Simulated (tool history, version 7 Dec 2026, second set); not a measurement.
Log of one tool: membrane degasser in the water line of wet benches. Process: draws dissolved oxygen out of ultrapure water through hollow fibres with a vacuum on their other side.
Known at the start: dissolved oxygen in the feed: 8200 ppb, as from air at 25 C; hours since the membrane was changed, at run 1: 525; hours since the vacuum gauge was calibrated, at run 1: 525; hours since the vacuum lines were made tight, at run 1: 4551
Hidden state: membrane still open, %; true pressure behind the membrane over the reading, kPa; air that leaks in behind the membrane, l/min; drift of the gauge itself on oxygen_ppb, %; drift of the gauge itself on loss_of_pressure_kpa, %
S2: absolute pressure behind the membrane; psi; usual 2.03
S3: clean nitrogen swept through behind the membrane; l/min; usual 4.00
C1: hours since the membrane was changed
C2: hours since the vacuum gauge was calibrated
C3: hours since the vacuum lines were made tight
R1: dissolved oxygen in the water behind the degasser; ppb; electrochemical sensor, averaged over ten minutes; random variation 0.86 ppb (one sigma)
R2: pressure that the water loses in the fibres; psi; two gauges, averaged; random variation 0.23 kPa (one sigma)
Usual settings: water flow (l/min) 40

run 1 day=0.000 | water_flow_(l/min)=40 S2=2.03 S3=4.00 | C1=525 C2=525 C3=4551 | R1=260.6 R2=8.237
run 2 day=1.862 | water_flow_(l/min)=40 S2=2.03 S3=4.00 | C1=570 C2=570 C3=4596 | R1=260.2 R2=8.295
run 3 day=3.458 | water_flow_(l/min)=40 S2=2.07 S3=4.00 | C1=608 C2=608 C3=4634 | R1=267.1 R2=8.240
run 4 day=4.771 | water_flow_(l/min)=40 S2=2.07 S3=4.00 | C1=639 C2=639 C3=4666 | R1=266.6 R2=8.267
run 5 day=6.646 | water_flow_(l/min)=40 S2=2.07 S3=4.00 | C1=684 C2=684 C3=4711 | R1=268.0 R2=8.318
run 6 day=8.371 | water_flow_(l/min)=40 S2=2.03 S3=4.00 | C1=726 C2=726 C3=4752 | R1=260.8 R2=8.270
run 7 day=10.162 | water_flow_(l/min)=40 S2=2.03 S3=4.00 | C1=769 C2=769 C3=4795 | R1=261.0 R2=8.260
run 8 day=12.112 | water_flow_(l/min)=40 S2=2.03 S3=3.07 | C1=816 C2=816 C3=4842 | R1=327.6 R2=8.299
run 9 day=13.208 | water_flow_(l/min)=40 S2=2.03 S3=3.07 | C1=842 C2=842 C3=4868 | R1=327.4 R2=8.240
run 10 day=14.454 | water_flow_(l/min)=40 S2=2.03 S3=3.07 | C1=872 C2=872 C3=4898 | R1=327.0 R2=8.273
run 11 day=16.296 | water_flow_(l/min)=53 S2=2.03 S3=4.00 | C1=916 C2=916 C3=4942 | R1=343.3 R2=10.914
run 12 day=17.992 | water_flow_(l/min)=53 S2=2.03 S3=4.00 | C1=957 C2=957 C3=4983 | R1=344.7 R2=11.021
run 13 day=19.362 | water_flow_(l/min)=53 S2=2.03 S3=4.00 | C1=990 C2=990 C3=5016 | R1=343.4 R2=10.981
run 14 day=21.692 | water_flow_(l/min)=53 S2=2.03 S3=4.00 | C1=1046 C2=1046 C3=5072 | R1=345.4 R2=11.020
run 15 day=23.242 | water_flow_(l/min)=53 S2=2.03 S3=4.00 | C1=1083 C2=1083 C3=5109 | R1=345.5 R2=11.016
run 16 day=24.546 | water_flow_(l/min)=53 S2=2.03 S3=4.00 | C1=1114 C2=1114 C3=5140 | R1=346.2 R2=11.000
run 17 day=25.592 | water_flow_(l/min)=26 S2=3.60 S3=4.00 | C1=1139 C2=1139 C3=5165 | R1=332.2 R2=5.410
run 18 day=27.754 | water_flow_(l/min)=59 S2=3.86 S3=2.32 | C1=1191 C2=1191 C3=5217 | R1=1168.1 R2=12.251
-- day=27.967 vacuum gauge calibrated
run 19 day=28.933 | water_flow_(l/min)=59 S2=3.86 S3=2.32 | C1=1219 C2=23 C3=5245 | R1=1170.8 R2=12.267
run 20 day=30.329 | water_flow_(l/min)=59 S2=3.86 S3=2.32 | C1=1252 C2=57 C3=5279 | R1=1154.7 R2=12.257
run 21 day=31.504 | water_flow_(l/min)=59 S2=3.86 S3=2.32 | C1=1280 C2=85 C3=5307 | R1=1158.1 R2=12.235
run 22 day=32.608 | water_flow_(l/min)=40 S2=1.28 S3=4.00 | C1=1307 C2=111 C3=5333 | R1=145.1 R2=8.340
run 23 day=35.033 | water_flow_(l/min)=40 S2=1.28 S3=4.00 | C1=1365 C2=170 C3=5391 | R1=144.9 R2=8.261
run 24 day=36.842 | water_flow_(l/min)=40 S2=1.28 S3=4.00 | C1=1409 C2=213 C3=5435 | R1=144.8 R2=8.251
run 25 day=37.879 | water_flow_(l/min)=40 S2=1.28 S3=4.00 | C1=1433 C2=238 C3=5460 | R1=145.0 R2=8.277
run 26 day=40.017 | water_flow_(l/min)=42 S2=4.73 S3=3.01 | C1=1485 C2=289 C3=5511 | R1=871.5 R2=8.724
run 27 day=41.533 | water_flow_(l/min)=42 S2=4.73 S3=3.01 | C1=1521 C2=326 C3=5547 | R1=874.6 R2=8.710
-- day=42.650 vacuum gauge calibrated, once more
run 28 day=43.067 | water_flow_(l/min)=42 S2=4.73 S3=3.01 | C1=1557 C2=10 C3=5584 | R1=876.2 R2=8.762
run 29 day=45.408 | water_flow_(l/min)=40 S2=1.93 S3=3.46 | C1=1614 C2=66 C3=5640 | R1=276.5 R2=8.330
run 30 day=47.479 | water_flow_(l/min)=54 S2=2.03 S3=10.44 | C1=1663 C2=116 C3=5690 | R1=159.9 R2=11.280
run 31 day=49.458 | water_flow_(l/min)=26 S2=2.00 S3=9.21 | C1=1711 C2=163 C3=5737 | R1=77.1 R2=5.408
run 32 day=50.771 | water_flow_(l/min)=32 S2=2.07 S3=4.00 | C1=1742 C2=195 C3=5769 | R1=214.1 R2=6.669

4 ways to go on from here, each from the tool as it stands after run 32. What would each give?
run A day=52.608 | water_flow_(l/min)=32 S2=1.32 S3=4.00 | C1=1786 C2=239 C3=5813 | R1=? R2=?
run B day=52.608 | water_flow_(l/min)=40 S2=1.61 S3=1.89 | C1=1786 C2=239 C3=5813 | R1=? R2=?
run C day=52.608 | water_flow_(l/min)=33 S2=2.25 S3=8.21 | C1=1786 C2=239 C3=5813 | R1=? R2=?
run D day=52.608 | water_flow_(l/min)=55 S2=2.07 S3=2.61 | C1=1786 C2=239 C3=5813 | R1=? R2=?

run=A R1=118.0 R2=6.663
run=B R1=368.8 R2=8.335
run=C R1=126.8 R2=6.892
run=D R1=520.5 R2=11.462
Without the tool's hidden state the same runs would have given:
run=A R1=117.1 R2=6.588
run=B R1=367.4 R2=8.240
run=C R1=125.9 R2=6.814
run=D R1=518.4 R2=11.332
